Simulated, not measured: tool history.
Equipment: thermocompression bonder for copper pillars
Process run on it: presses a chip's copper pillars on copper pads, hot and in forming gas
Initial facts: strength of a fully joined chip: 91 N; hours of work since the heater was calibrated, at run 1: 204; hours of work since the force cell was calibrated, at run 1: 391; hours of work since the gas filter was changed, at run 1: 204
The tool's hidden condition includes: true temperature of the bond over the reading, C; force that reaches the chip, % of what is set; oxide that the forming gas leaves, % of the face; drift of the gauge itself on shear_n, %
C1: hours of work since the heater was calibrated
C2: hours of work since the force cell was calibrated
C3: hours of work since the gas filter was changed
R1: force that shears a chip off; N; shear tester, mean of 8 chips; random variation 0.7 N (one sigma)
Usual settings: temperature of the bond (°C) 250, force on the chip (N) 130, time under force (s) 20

Run 1, day 0: usual settings; C1 204; C2 391; C3 204. Result: R1 62.9 N.
At day 0.392: forming gas filter changed.
Run 2, day 3.008: usual settings; C1 236; C2 422; C3 27. Result: R1 71.8 N.
Run 3, day 5.1: usual settings; C1 257; C2 444; C3 49. Result: R1 70.5 N.
Run 4, day 8.738: usual settings but temperature of the bond (°C) 255; C1 295; C2 482; C3 87. Result: R1 72.3 N.
Run 5, day 11.596: usual settings; C1 325; C2 512; C3 117. Result: R1 67.9 N.
Run 6, day 13.833: usual settings; C1 348; C2 535; C3 140. Result: R1 68.9 N.
Run 7, day 16.575: usual settings; C1 377; C2 564; C3 169. Result: R1 66.3 N.
Run 8, day 18.175: usual settings; C1 394; C2 580; C3 185. Result: R1 67.2 N.
At day 20.525: forming gas filter changed.
Run 9, day 21.217: usual settings; C1 425; C2 612; C3 7. Result: R1 72.4 N.
Run 10, day 23.308: usual settings but force on the chip (N) 171; C1 447; C2 634; C3 29. Result: R1 79.8 N.
Run 11, day 27.229: usual settings; C1 488; C2 675; C3 70. Result: R1 71.7 N.
Run 12, day 29.838: usual settings but temperature of the bond (°C) 242, force on the chip (N) 175, time under force (s) 34; C1 515; C2 702; C3 97. Result: R1 80.3 N.
Run 13, day 32.604: usual settings but temperature of the bond (°C) 263, time under force (s) 43; C1 544; C2 731; C3 126. Result: R1 82.4 N.
Run 14, day 36.312: usual settings but temperature of the bond (°C) 245, time under force (s) 41; C1 582; C2 769; C3 165. Result: R1 74.4 N.
At day 37.575: heater calibrated with a thermocouple chip.
Run 15, day 38.275: usual settings but temperature of the bond (°C) 245, force on the chip (N) 151, time under force (s) 38; C1 7; C2 789; C3 184. Result: R1 73.2 N.

Run 16 has not been measured yet. What should we expect?
At day 40.704: forming gas filter changed.
At day 40.942: force cell calibrated.
Run 16, day 41.083: usual settings but temperature of the bond (°C) 245, force on the chip (N) 122, time under force (s) 57; C1 36; C2 1; C3 3. Result: R1 ?.

R1: 79.4 N
Take away the tool's hidden state, keep the run-to-run variation as it was, and the same run would have given R1 78.5 N.
